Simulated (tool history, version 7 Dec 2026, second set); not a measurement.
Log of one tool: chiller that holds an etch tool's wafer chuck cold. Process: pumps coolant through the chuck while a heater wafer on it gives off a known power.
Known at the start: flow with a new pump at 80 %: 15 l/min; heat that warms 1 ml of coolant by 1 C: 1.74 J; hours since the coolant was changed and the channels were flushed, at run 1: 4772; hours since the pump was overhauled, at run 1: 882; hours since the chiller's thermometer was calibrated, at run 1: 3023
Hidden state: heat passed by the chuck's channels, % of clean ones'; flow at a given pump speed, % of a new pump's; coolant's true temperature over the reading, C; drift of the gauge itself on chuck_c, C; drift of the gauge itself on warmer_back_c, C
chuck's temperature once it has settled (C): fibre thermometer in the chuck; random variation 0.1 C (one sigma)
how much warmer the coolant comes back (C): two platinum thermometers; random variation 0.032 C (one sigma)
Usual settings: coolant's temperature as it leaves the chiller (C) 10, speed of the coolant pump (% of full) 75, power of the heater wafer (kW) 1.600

run,day,coolant's temperature as it leaves the chiller (C),speed of the coolant pump (% of full),power of the heater wafer (kW),hours since the coolant was changed and the channels were flushed,hours since the pump was overhauled,hours since the chiller's thermometer was calibrated,chuck's temperature once it has settled (C),how much warmer the coolant comes back (C)
1,0.000,10,75,1.600,4772,882,3023,30.7,4.03
2,1.567,10,75,1.600,4809,919,3061,30.8,4.12
3,3.458,10,75,1.600,4855,965,3106,30.9,4.11
4,5.033,10,75,1.600,4893,1003,3144,31.0,4.07
5,6.421,10,75,1.600,4926,1036,3177,31.0,4.13
6,9.104,10,75,1.288,4990,1100,3242,27.0,3.30
7,11.408,10,75,1.600,5046,1156,3297,31.1,4.09
# day 12.838: coolant changed, channels flushed
8,13.067,10,75,1.600,5,1189,3331,27.9,4.18
9,14.512,10,75,1.600,40,1224,3365,27.9,4.07
# day 17.012: chiller's thermometer calibrated
10,17.012,10,75,2.005,99,1283,0,33.0,5.17
11,18.992,10,77,2.005,147,1331,48,32.7,5.00
12,21.408,10,75,1.600,205,1389,106,28.5,4.07
13,23.217,10,97,1.600,248,1432,149,25.7,3.14
14,25.425,10,97,1.600,301,1485,202,25.8,3.19
15,27.738,10,75,1.600,357,1540,257,28.8,4.16
16,30.583,3,81,1.794,425,1609,326,22.9,4.34
17,33.479,7,75,1.794,494,1678,395,28.1,4.75
18,35.842,17,70,1.390,551,1735,452,34.1,3.93
19,38.121,18,70,0.946,606,1790,507,29.6,2.64
20,40.312,18,70,0.946,658,1842,559,29.6,2.62
21,42.821,10,77,1.600,719,1902,619,28.6,4.12
22,44.658,10,77,1.600,763,1947,664,28.7,4.04
23,46.762,10,77,1.600,813,1997,714,28.8,4.12
24,48.508,12,84,1.618,855,2039,756,30.1,3.74
25,50.204,5,84,1.132,896,2080,797,17.6,2.72
26,52.588,6,84,1.145,953,2137,854,18.7,2.66
27,54.946,10,81,1.136,1010,2193,910,23.0,2.77
28,56.208,10,81,1.136,1040,2224,941,23.1,2.79
29,58.712,14,88,1.957,1100,2284,1001,35.5,4.40

4 ways to go on from here, each from the tool as it stands after run 29. What would each give?
A,60.304,15,72,1.140,1138,2322,1039,?,?
B,60.304,17,75,1.009,1138,2322,1039,?,?
C,60.304,14,87,1.957,1138,2322,1039,?,?
D,60.304,4,79,1.600,1138,2322,1039,?,?

run,chuck's temperature once it has settled (C),how much warmer the coolant comes back (C)
A,29.2,3.15
B,29.2,2.64
C,35.5,4.50
D,22.6,4.05
Without the tool's hidden state the same runs would have given:
run,chuck's temperature once it has settled (C),how much warmer the coolant comes back (C)
A,28.0,2.91
B,28.1,2.43
C,33.6,4.16
D,21.0,3.75

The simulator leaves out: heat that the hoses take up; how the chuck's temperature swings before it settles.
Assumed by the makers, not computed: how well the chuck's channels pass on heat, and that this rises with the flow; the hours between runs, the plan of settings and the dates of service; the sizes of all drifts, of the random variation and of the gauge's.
